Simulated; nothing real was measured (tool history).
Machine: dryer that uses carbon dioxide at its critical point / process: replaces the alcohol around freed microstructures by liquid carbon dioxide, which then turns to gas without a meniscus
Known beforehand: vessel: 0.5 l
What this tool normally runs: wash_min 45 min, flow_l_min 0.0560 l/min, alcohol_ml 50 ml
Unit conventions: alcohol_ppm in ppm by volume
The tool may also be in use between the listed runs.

run,day,wash_min,flow_l_min,alcohol_ml,alcohol_ppm
1,0.000,45,0.0560,50,2875
2,0.312,45,0.0461,50,5414
3,0.788,59,0.0461,50,2214
4,1.388,59,0.0461,50,2199
5,1.667,59,0.0461,50,2212
6,2.021,45,0.0560,50,2879
7,2.454,45,0.0560,50,2888
8,3.050,54,0.0560,50,1445
9,3.683,54,0.0560,50,1467
10,4.042,54,0.0560,50,1427
11,4.483,45,0.0560,50,2916
12,4.983,45,0.0560,50,2955
13,5.417,29,0.0363,43,20301
14,5.721,29,0.0363,43,20292
15,6.225,42,0.0363,30,7456
16,6.896,42,0.0363,30,7521
17,7.217,42,0.0363,30,7413
18,7.562,64,0.0348,114,10659
19,7.896,27,0.0348,26,14952
20,8.554,27,0.0348,26,14238
21,9.088,45,0.0560,31,1927
22,9.525,45,0.0560,31,1883
23,10.096,45,0.0447,50,6342

Pick out some run-to-run changes in alcohol_ppm. Of each, how much would a tool without hidden state show as well, from the settings, what came in and chance, and how much is left for the hidden state and any gauge scatter not in both results compared?
What the log doesn't record here: flow that reaches the vessel past the clogged filter, %; alcohol in the recycled carbon dioxide, ppm; drift of the gauge itself on alcohol_ppm, %.
Run 12 -> 13: wash_min 45 -> 29, flow_l_min 0.0560 -> 0.0363, alcohol_ml 50 -> 43. alcohol_ppm +17346 ppm by volume: hidden state +2399, all else +14947.
Run 14 -> 15: wash_min 29 -> 42, alcohol_ml 43 -> 30. alcohol_ppm -12836 ppm by volume: hidden state -1695, all else -11141.
Run 17 -> 18: wash_min 42 -> 64, flow_l_min 0.0363 -> 0.0348, alcohol_ml 30 -> 114. alcohol_ppm +3246 ppm by volume: hidden state +1781, all else +1465.
